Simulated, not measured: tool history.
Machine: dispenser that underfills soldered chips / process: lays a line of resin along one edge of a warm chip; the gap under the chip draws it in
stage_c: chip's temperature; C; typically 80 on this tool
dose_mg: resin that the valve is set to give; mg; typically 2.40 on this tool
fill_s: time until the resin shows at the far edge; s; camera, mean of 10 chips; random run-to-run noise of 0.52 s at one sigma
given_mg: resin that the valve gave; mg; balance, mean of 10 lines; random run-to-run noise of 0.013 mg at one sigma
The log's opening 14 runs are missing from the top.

run	hour	stage_c	dose_mg	hours of work since the syringe was changed	hours of work since the valve was cleaned	hours of work since the stage was calibrated	fill_s	given_mg
15	63.2	81	2.40	7	130	89	67.3	2.26
# hour 64.0: new syringe of resin
16	67.2	81	2.40	2	132	92	48.4	2.27
# hour 70.2: dispensing valve cleaned and set on the balance
17	71.4	72	2.38	5	1	94	80.7	2.38
# hour 76.1: new syringe of resin
18	77.4	79	2.44	1	5	99	46.8	2.44
19	82.3	79	2.44	5	9	102	58.6	2.46
# hour 87.0: new syringe of resin
20	87.9	79	2.72	1	13	106	45.4	2.74
21	92.3	70	2.30	4	16	109	84.2	2.28
22	95.9	84	2.29	7	18	112	55.2	2.29
# hour 97.8: new syringe of resin
23	98.9	70	2.29	1	20	114	67.6	2.30
24	103.7	70	2.29	4	24	117	85.8	2.27
# hour 108.6: new syringe of resin
25	109.8	70	2.29	1	28	122	67.8	2.27
26	112.9	80	2.93	3	31	124	51.6	2.90
27	117.3	84	2.62	6	34	127	53.5	2.57
# hour 119.6: new syringe of resin
28	121.8	84	2.62	2	37	130	39.9	2.59
29	126.2	71	3.00	5	40	134	84.0	2.98
# hour 130.6: new syringe of resin
30	131.7	81	3.00	1	44	137	40.4	2.95

Alternative continuations, all from the tool just after run 30; predict every row:
A	134.3	69	2.75	3	46	139	?	?
B	134.3	79	2.44	3	46	139	?	?
C	134.3	94	2.36	3	46	139	?	?

run	fill_s	given_mg
A	77.9	2.71
B	51.0	2.39
C	28.6	2.32
The same runs, with their run-to-run variation unchanged, on a tool lacking any hidden condition would have given:
run	fill_s	given_mg
A	66.8	2.75
B	43.6	2.44
C	24.5	2.36
